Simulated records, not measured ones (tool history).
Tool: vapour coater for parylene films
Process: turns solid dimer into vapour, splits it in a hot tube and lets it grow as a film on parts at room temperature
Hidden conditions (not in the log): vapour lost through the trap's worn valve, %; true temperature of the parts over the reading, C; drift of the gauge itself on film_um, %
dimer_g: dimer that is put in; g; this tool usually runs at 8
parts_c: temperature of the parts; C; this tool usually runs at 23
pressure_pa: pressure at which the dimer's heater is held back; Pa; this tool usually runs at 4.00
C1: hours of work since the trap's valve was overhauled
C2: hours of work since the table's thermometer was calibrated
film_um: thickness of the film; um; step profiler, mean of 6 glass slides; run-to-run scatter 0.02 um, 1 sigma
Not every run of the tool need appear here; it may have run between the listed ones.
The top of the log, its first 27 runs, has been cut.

run 28 hour=1289.8 | dimer_g=8 parts_c=23 pressure_pa=4.00 | C1=399 C2=579 | film_um=4.56
run 29 hour=1341.6 | dimer_g=8 parts_c=18 pressure_pa=2.78 | C1=422 C2=603 | film_um=5.75
run 30 hour=1389.8 | dimer_g=8 parts_c=25 pressure_pa=2.78 | C1=444 C2=624 | film_um=4.42
run 31 hour=1434.5 | dimer_g=8 parts_c=25 pressure_pa=2.78 | C1=464 C2=645 | film_um=4.42
run 32 hour=1494.4 | dimer_g=8 parts_c=25 pressure_pa=2.78 | C1=491 C2=672 | film_um=4.42
run 33 hour=1546.2 | dimer_g=8 parts_c=25 pressure_pa=2.78 | C1=514 C2=695 | film_um=4.40
run 34 hour=1577.3 | dimer_g=6 parts_c=32 pressure_pa=8.61 | C1=528 C2=709 | film_um=2.15
run 35 hour=1631.3 | dimer_g=14 parts_c=35 pressure_pa=4.00 | C1=553 C2=733 | film_um=5.00
run 36 hour=1678.2 | dimer_g=14 parts_c=15 pressure_pa=3.43 | C1=574 C2=754 | film_um=10.72
run 37 hour=1738.9 | dimer_g=7 parts_c=24 pressure_pa=3.96 | C1=601 C2=782 | film_um=3.75
-- hour=1764.0 trap's valve overhauled
run 38 hour=1797.4 | dimer_g=6 parts_c=15 pressure_pa=3.21 | C1=15 C2=806 | film_um=5.03
-- hour=1825.2 table's thermometer calibrated
run 39 hour=1855.7 | dimer_g=6 parts_c=24 pressure_pa=2.71 | C1=41 C2=14 | film_um=3.68
run 40 hour=1893.9 | dimer_g=4 parts_c=19 pressure_pa=4.53 | C1=58 C2=31 | film_um=2.73
run 41 hour=1955.9 | dimer_g=4 parts_c=19 pressure_pa=4.53 | C1=86 C2=59 | film_um=2.69
run 42 hour=2008.5 | dimer_g=4 parts_c=19 pressure_pa=4.53 | C1=110 C2=83 | film_um=2.67
run 43 hour=2059.6 | dimer_g=4 parts_c=19 pressure_pa=4.53 | C1=133 C2=106 | film_um=2.68
run 44 hour=2113.4 | dimer_g=4 parts_c=30 pressure_pa=4.53 | C1=157 C2=130 | film_um=1.78
run 45 hour=2176.3 | dimer_g=4 parts_c=30 pressure_pa=5.67 | C1=185 C2=158 | film_um=1.73
run 46 hour=2243.7 | dimer_g=12 parts_c=30 pressure_pa=5.67 | C1=216 C2=188 | film_um=5.14

Below are 4 alternative next runs, each starting from the tool's condition after run 46. Predict each:
run A hour=2308.3 | dimer_g=5 parts_c=23 pressure_pa=4.00 | C1=245 C2=218 | film_um=?
run B hour=2308.3 | dimer_g=5 parts_c=23 pressure_pa=5.67 | C1=245 C2=218 | film_um=?
run C hour=2308.3 | dimer_g=8 parts_c=26 pressure_pa=5.67 | C1=245 C2=218 | film_um=?
run D hour=2308.3 | dimer_g=10 parts_c=26 pressure_pa=9.58 | C1=245 C2=218 | film_um=?

run=A film_um=2.91
run=B film_um=2.76
run=C film_um=4.01
run=D film_um=4.56
Stripped of hidden state, with their random variation kept, the same runs would have yielded:
run=A film_um=2.94
run=B film_um=2.79
run=C film_um=4.05
run=D film_um=4.62
